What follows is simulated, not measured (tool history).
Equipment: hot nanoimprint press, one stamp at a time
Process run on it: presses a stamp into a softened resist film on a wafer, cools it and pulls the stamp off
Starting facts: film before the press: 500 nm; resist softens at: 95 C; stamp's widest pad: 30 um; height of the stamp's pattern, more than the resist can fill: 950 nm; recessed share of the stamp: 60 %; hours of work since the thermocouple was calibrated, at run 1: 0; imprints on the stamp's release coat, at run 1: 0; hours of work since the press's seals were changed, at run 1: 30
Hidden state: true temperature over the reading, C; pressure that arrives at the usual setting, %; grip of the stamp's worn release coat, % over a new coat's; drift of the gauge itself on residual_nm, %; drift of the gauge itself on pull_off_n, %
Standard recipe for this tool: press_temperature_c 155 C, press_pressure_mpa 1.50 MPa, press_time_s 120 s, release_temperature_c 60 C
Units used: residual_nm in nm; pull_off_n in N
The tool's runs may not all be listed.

run,hour,press_temperature_c,press_pressure_mpa,press_time_s,release_temperature_c,hours of work since the thermocouple was calibrated,imprints on the stamp's release coat,hours of work since the press's seals were changed,residual_nm,pull_off_n
1,0.0,155,1.50,120,60,0,0,30,239.5,185
2,30.7,155,2.07,120,60,21,143,51,203.1,185
3,61.5,155,1.50,120,60,41,287,71,240.0,174
4,98.8,155,1.50,89,60,67,460,97,263.9,177
5,124.6,155,2.32,120,60,84,581,114,191.9,185
6,149.4,155,1.50,120,60,101,696,131,240.5,178
7,172.2,155,1.50,120,60,116,803,146,240.9,182
8,200.6,155,1.63,120,60,135,935,165,227.9,175
9,234.3,155,1.63,120,60,158,1092,188,229.4,177
10,277.5,155,1.63,120,60,187,1294,217,228.7,177
11,306.9,151,1.63,120,60,207,1431,237,266.1,181
12,347.6,151,1.63,120,60,234,1620,264,263.9,182
13,371.9,151,1.63,94,60,250,1734,280,283.3,179
# hour 400.3: stamp cleaned and given a new release coat
14,423.7,151,1.63,94,60,281,110,311,285.5,179
15,459.1,155,1.54,120,60,305,275,335,235.5,180
# hour 482.7: plate thermocouple calibrated
16,504.3,155,1.18,120,60,15,471,364,263.8,176
# hour 543.3: gauge calibrated
17,550.5,156,1.50,120,60,46,687,395,233.3,174
18,580.3,152,1.08,87,62,66,826,415,337.1,175
19,621.4,155,1.23,120,60,93,1017,442,265.0,176
20,668.1,151,2.09,120,60,125,1235,474,235.3,177
21,706.4,166,1.50,120,60,151,1414,500,160.5,178
22,744.6,155,1.50,95,47,176,1592,525,256.9,197
23,768.5,144,0.92,209,61,192,1703,541,359.5,177
# hour 803.8: stamp cleaned and given a new release coat
24,806.6,158,2.34,110,57,214,13,563,175.1,180
25,846.8,158,2.34,110,57,241,201,590,174.0,181
26,874.8,158,2.34,110,57,260,331,609,172.6,177
27,919.9,158,2.34,110,57,290,541,639,173.1,178
# hour 967.2: plate thermocouple calibrated
28,967.2,150,2.24,120,58,0,748,669,235.6,186
29,1012.5,160,2.37,120,58,31,959,700,154.4,178

Hidden condition of the tool, last listed run before each entry between runs versus first listed run after:
Run 13 -> run 14: stamp cleaned and given a new release coat (hour 400.3)
  true temperature over the reading, C: -0.01 -> -0.02; pressure that arrives at the usual setting, %: 99.94 -> 99.93; grip of the stamp's worn release coat, % over a new coat's: 0.4 -> 0; drift of the gauge itself on residual_nm, %: -1.83 -> -2.06
  measured value less the no-hidden-state value, residual_nm: -5.1 -> -5.7 nm
Run 15 -> run 16: plate thermocouple calibrated (hour 482.7)
  true temperature over the reading, C: -0.02 -> 0; pressure that arrives at the usual setting, %: 99.93 -> 99.92; drift of the gauge itself on residual_nm, %: -2.23 -> -2.44
  measured value less the no-hidden-state value, residual_nm: -5.1 -> -6.5 nm
Run 16 -> run 17: gauge calibrated (hour 543.3)
  pressure that arrives at the usual setting, %: 99.92 -> 99.91; grip of the stamp's worn release coat, % over a new coat's: 0.1 -> 0.2; drift of the gauge itself on residual_nm, %: -2.44 -> -0.04
  measured value less the no-hidden-state value, residual_nm: -6.5 -> +0.0 nm
Run 23 -> run 24: stamp cleaned and given a new release coat (hour 803.8)
  grip of the stamp's worn release coat, % over a new coat's: 0.4 -> 0; drift of the gauge itself on residual_nm, %: -1.11 -> -1.27
  measured value less the no-hidden-state value, residual_nm: -3.8 -> -2.0 nm
Run 27 -> run 28: plate thermocouple calibrated (hour 967.2)
  true temperature over the reading, C: -0.02 -> 0.01; grip of the stamp's worn release coat, % over a new coat's: 0.1 -> 0.2; drift of the gauge itself on residual_nm, %: -1.83 -> -2.05
  measured value less the no-hidden-state value, residual_nm: -2.9 -> -4.8 nm

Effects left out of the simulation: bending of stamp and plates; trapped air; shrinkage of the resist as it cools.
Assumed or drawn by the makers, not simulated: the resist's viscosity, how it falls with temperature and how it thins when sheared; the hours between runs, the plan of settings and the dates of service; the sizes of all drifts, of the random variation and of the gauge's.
